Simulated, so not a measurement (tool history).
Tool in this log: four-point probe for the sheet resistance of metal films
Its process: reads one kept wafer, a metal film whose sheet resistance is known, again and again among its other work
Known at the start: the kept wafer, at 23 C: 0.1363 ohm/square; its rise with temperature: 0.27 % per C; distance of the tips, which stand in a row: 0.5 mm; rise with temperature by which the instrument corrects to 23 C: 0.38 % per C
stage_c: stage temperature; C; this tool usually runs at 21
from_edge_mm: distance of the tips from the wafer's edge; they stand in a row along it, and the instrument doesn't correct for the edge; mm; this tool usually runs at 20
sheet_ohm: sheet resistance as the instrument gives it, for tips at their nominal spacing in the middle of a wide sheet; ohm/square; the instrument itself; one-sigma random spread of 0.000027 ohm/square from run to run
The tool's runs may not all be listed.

run 1 hour=0 | stage_c=21 from_edge_mm=20 | sheet_ohm=0.136504
run 2 hour=64.9 | stage_c=21 from_edge_mm=20 | sheet_ohm=0.136501
run 3 hour=122.6 | stage_c=21 from_edge_mm=20 | sheet_ohm=0.13651
run 4 hour=187.1 | stage_c=21 from_edge_mm=20 | sheet_ohm=0.136552
run 5 hour=235.4 | stage_c=21 from_edge_mm=20 | sheet_ohm=0.136572
run 6 hour=299.1 | stage_c=21 from_edge_mm=20 | sheet_ohm=0.13659
run 7 hour=346.7 | stage_c=21 from_edge_mm=20 | sheet_ohm=0.136544
run 8 hour=398.7 | stage_c=21 from_edge_mm=20 | sheet_ohm=0.13657
run 9 hour=456.8 | stage_c=21 from_edge_mm=70 | sheet_ohm=0.136574
run 10 hour=499.3 | stage_c=21 from_edge_mm=70 | sheet_ohm=0.136532
run 11 hour=535 | stage_c=21 from_edge_mm=70 | sheet_ohm=0.136558
run 12 hour=578.4 | stage_c=19 from_edge_mm=70 | sheet_ohm=0.136875
run 13 hour=615 | stage_c=30 from_edge_mm=20 | sheet_ohm=0.135265
run 14 hour=683.4 | stage_c=33 from_edge_mm=20 | sheet_ohm=0.13487
run 15 hour=727.7 | stage_c=34 from_edge_mm=20 | sheet_ohm=0.134746
run 16 hour=793.4 | stage_c=34 from_edge_mm=20 | sheet_ohm=0.134751
run 17 hour=843.4 | stage_c=34 from_edge_mm=20 | sheet_ohm=0.13472
run 18 hour=884.4 | stage_c=34 from_edge_mm=20 | sheet_ohm=0.134771
run 19 hour=926.9 | stage_c=34 from_edge_mm=20 | sheet_ohm=0.134818
run 20 hour=993 | stage_c=18 from_edge_mm=12 | sheet_ohm=0.137201
run 21 hour=1036.7 | stage_c=18 from_edge_mm=22 | sheet_ohm=0.13715
run 22 hour=1096 | stage_c=18 from_edge_mm=22 | sheet_ohm=0.137134
run 23 hour=1154.8 | stage_c=23 from_edge_mm=68 | sheet_ohm=0.136374
run 24 hour=1191.1 | stage_c=28 from_edge_mm=52 | sheet_ohm=0.1356
run 25 hour=1228.9 | stage_c=28 from_edge_mm=52 | sheet_ohm=0.135556
run 26 hour=1278.5 | stage_c=28 from_edge_mm=52 | sheet_ohm=0.135607
run 27 hour=1342.7 | stage_c=27 from_edge_mm=8 | sheet_ohm=0.13605
run 28 hour=1387.8 | stage_c=27 from_edge_mm=8 | sheet_ohm=0.136074
run 29 hour=1447.3 | stage_c=22 from_edge_mm=62 | sheet_ohm=0.136571
run 30 hour=1512 | stage_c=21 from_edge_mm=36 | sheet_ohm=0.136736
run 31 hour=1561.4 | stage_c=19 from_edge_mm=14 | sheet_ohm=0.137172
run 32 hour=1625.7 | stage_c=21 from_edge_mm=36 | sheet_ohm=0.136767
run 33 hour=1655.2 | stage_c=25 from_edge_mm=5 | sheet_ohm=0.136879
run 34 hour=1719.9 | stage_c=25 from_edge_mm=44 | sheet_ohm=0.136134
run 35 hour=1762 | stage_c=25 from_edge_mm=44 | sheet_ohm=0.13612
run 36 hour=1811.2 | stage_c=19 from_edge_mm=20 | sheet_ohm=0.137104

Each row is a separate what-if for the run after 36, all from the same tool condition, not one after another. Results?
run A hour=1878.7 | stage_c=20 from_edge_mm=73 | sheet_ohm=?
run B hour=1878.7 | stage_c=24 from_edge_mm=9 | sheet_ohm=?
run C hour=1878.7 | stage_c=26 from_edge_mm=20 | sheet_ohm=?

run=A sheet_ohm=0.136872
run=B sheet_ohm=0.136522
run=C sheet_ohm=0.13605
Had the tool no hidden state, the same runs would have come out as:
run=A sheet_ohm=0.13672
run=B sheet_ohm=0.136373
run=C sheet_ohm=0.135903
